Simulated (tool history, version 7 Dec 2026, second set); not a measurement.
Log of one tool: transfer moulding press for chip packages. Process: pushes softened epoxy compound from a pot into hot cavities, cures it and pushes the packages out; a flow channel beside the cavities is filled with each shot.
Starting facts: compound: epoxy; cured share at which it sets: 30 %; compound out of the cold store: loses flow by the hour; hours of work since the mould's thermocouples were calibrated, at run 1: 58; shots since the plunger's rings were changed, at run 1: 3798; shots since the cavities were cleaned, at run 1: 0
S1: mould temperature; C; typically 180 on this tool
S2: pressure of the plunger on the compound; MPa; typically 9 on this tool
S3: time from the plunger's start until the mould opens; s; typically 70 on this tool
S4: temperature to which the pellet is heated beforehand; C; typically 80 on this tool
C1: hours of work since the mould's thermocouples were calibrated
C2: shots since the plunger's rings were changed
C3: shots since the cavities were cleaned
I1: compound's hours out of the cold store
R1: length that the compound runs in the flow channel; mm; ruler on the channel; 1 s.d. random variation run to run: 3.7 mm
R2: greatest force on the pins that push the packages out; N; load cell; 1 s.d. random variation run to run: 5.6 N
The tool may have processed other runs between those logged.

run   hour   S1     S2  S3  S4   C1    C2   C3    I1   R1   R2
  1      0  180      9  70  80   58  3798    0  37.4  512  193
  2   11.4  180  10.33  70  80   65  3963  165  15.6  623  251
  3   23.6  180      9  70  70   72  4140  342  16.2  575  275
  4     33  180      9  70  75   77  4276  478  13.6  588  312
  5   39.1  180      9  70  75   81  4366  568  23.9  549  310
  6   53.3  180      9  70  80   89  4572  774  31.5  523  337
  7   64.3  180    9.7  70  80   96  4732  934  31.9  550  331
      67.3  -- cavities cleaned with cleaning compound and waxed
  8   74.2  180    9.7  70  80  101  4853  100  15.2  591  233
  9   86.7  180    9.7  70  80  108  5035  282  26.4  559  263
 10   99.4  180    9.7  70  80  115  5220  467  30.4  544  277
     102.8  -- mould's thermocouples calibrated
 11  110.6  183    9.7  70  80    5  5354  601    23  561  286
 12  122.7  183   9.89  70  80   12  5530  777  45.5  497  312
     129.2  -- mould's thermocouples calibrated, once more
 13  131.5  183   9.89  70  80    1  5628  875  41.2  511  310
     138.5  -- cavities cleaned with cleaning compound and waxed
 14  147.6  183   9.89  70  80   10  5840  133  19.5  577  207
 15  156.8  180      9  92  80   15  5973  266  36.8  499  222
 16  167.2  180      9  92  80   21  6124  417  37.1  497  228
     170.3  -- plunger's sealing rings changed
 17  176.4  180      9  92  80   25    89  516  32.8  551  247
 18    189  180      9  85  80   33   271  698  18.2  591  292
 19  200.5  180      9  85  80   39   438  865    43  513  297
     207.9  -- cavities cleaned with cleaning compound and waxed
 20  215.9  180   8.52  59  85   47   640  116     9  613  318
 21  226.5  180   9.13  59  87   54   795  271   9.3  624  364
 22  237.6  180   9.13  59  87   60   955  431  17.1  597  398

Measured less the same run without the tool's hidden state. The same run-to-run variation is in both; the gauge's scatter may not be:
What the log doesn't record here: true mould temperature over the reading, C; pressure that reaches the compound, % of what is set; grip of the stained cavities, % over clean ones'; drift of the gauge itself on flow_mm, %; drift of the gauge itself on push_out_n, %.
run   R1    R2
  1  -24    +5
  2  -30   +48
  3  -29   +81
  4  -32  +109
  5  -30  +116
  6  -30  +143
  7  -33  +151
  8  -36   +34
  9  -35   +73
 10  -36  +102
 11  -38  +112
 12  -35  +129
 13  -37  +137
 14  -43   +37
 15  -38   +57
 16  -39   +77
 17   -2   +88
 18   -3  +116
 19   -4  +129
 20   -6   +53
 21   -7  +100
 22   -9  +137
